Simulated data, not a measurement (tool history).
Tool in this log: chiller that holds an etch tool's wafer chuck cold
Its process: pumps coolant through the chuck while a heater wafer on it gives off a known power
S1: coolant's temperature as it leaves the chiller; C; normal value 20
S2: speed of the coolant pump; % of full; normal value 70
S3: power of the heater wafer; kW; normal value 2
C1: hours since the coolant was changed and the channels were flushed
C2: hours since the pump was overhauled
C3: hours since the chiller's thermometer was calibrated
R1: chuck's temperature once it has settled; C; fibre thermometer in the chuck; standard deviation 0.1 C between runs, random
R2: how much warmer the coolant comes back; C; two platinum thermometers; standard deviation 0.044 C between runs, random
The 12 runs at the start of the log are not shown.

Run 13, hour 490.2: usual settings but S1 18 C, S2 81 % of full; C1 3613; C2 2341; C3 198. Result: R1 42.6 C, R2 9.62 C.
Run 14, hour 531.9: usual settings but S1 22 C; C1 3655; C2 2382; C3 240. Result: R1 50.3 C, R2 11.41 C.
At hour 547.1: chiller's thermometer calibrated, once more.
Run 15, hour 556.2: usual settings; C1 3678; C2 2406; C3 9. Result: R1 48.4 C, R2 11.41 C.
Run 16, hour 598: usual settings but S3 1.602 kW; C1 3720; C2 2447; C3 51. Result: R1 42.8 C, R2 9.05 C.
Run 17, hour 645.9: usual settings but S2 68 % of full, S3 1.111 kW; C1 3768; C2 2495; C3 99. Result: R1 36.3 C, R2 6.56 C.
Run 18, hour 701.7: usual settings but S1 17 C, S3 1.622 kW; C1 3824; C2 2551; C3 155. Result: R1 40.1 C, R2 9.28 C.
Run 19, hour 740: usual settings but S1 11 C, S3 1.61 kW; C1 3862; C2 2589; C3 193. Result: R1 34 C, R2 9.14 C.
Run 20, hour 777: usual settings but S1 29 C, S2 94 % of full, S3 1.541 kW; C1 3899; C2 2626; C3 230. Result: R1 45.6 C, R2 6.31 C.
Run 21, hour 809.2: usual settings but S3 1.166 kW; C1 3931; C2 2659; C3 262. Result: R1 36.6 C, R2 6.69 C.
Run 22, hour 852.2: usual settings but S3 1.166 kW; C1 3974; C2 2702; C3 305. Result: R1 36.7 C, R2 6.68 C.
Run 23, hour 887.7: usual settings but S3 1.19 kW; C1 4010; C2 2737; C3 341. Result: R1 37 C, R2 6.84 C.
Run 24, hour 920.1: usual settings but S1 25 C, S2 89 % of full, S3 1.19 kW; C1 4042; C2 2770; C3 373. Result: R1 38.7 C, R2 5.21 C.
Run 25, hour 959.8: usual settings but S1 25 C, S2 89 % of full, S3 1.19 kW; C1 4082; C2 2809; C3 413. Result: R1 38.9 C, R2 5.21 C.
Run 26, hour 994.4: usual settings but S1 21 C; C1 4116; C2 2844; C3 447. Result: R1 49.8 C, R2 11.47 C.
Run 27, hour 1034.4: usual settings but S1 21 C; C1 4156; C2 2884; C3 487. Result: R1 49.7 C, R2 11.53 C.
Run 28, hour 1078.6: usual settings but S1 21 C; C1 4201; C2 2928; C3 531. Result: R1 49.9 C, R2 11.56 C.
Run 29, hour 1130.3: usual settings but S1 21 C, S3 1.148 kW; C1 4252; C2 2980; C3 583. Result: R1 37.5 C, R2 6.56 C.
Run 30, hour 1178: usual settings but S1 16 C, S2 63 % of full, S3 2.768 kW; C1 4300; C2 3027; C3 631. Result: R1 60.3 C, R2 18.02 C.
Run 31, hour 1214.9: usual settings but S1 16 C, S2 96 % of full, S3 1.485 kW; C1 4337; C2 3064; C3 668. Result: R1 32 C, R2 6 C.

3 ways to go on from here, each from the tool as it stands after run 31. What would each give?
Run A, hour 1257.1: usual settings but S1 16 C, S2 96 % of full, S3 1.542 kW; C1 4379; C2 3107; C3 710. Result: R1 ?, R2 ?.
Run B, hour 1257.1: usual settings but S1 16 C, S2 94 % of full, S3 1.342 kW; C1 4379; C2 3107; C3 710. Result: R1 ?, R2 ?.
Run C, hour 1257.1: usual settings but S1 25 C, S3 1.327 kW; C1 4379; C2 3107; C3 710. Result: R1 ?, R2 ?.

run    R1    R2
  A  32.4  6.28
  B  30.7  5.54
  C    44  7.65
With no hidden state in the tool, these same runs would have given:
run    R1    R2
  A  30.4  5.78
  B    29  5.11
  C  41.7  7.05
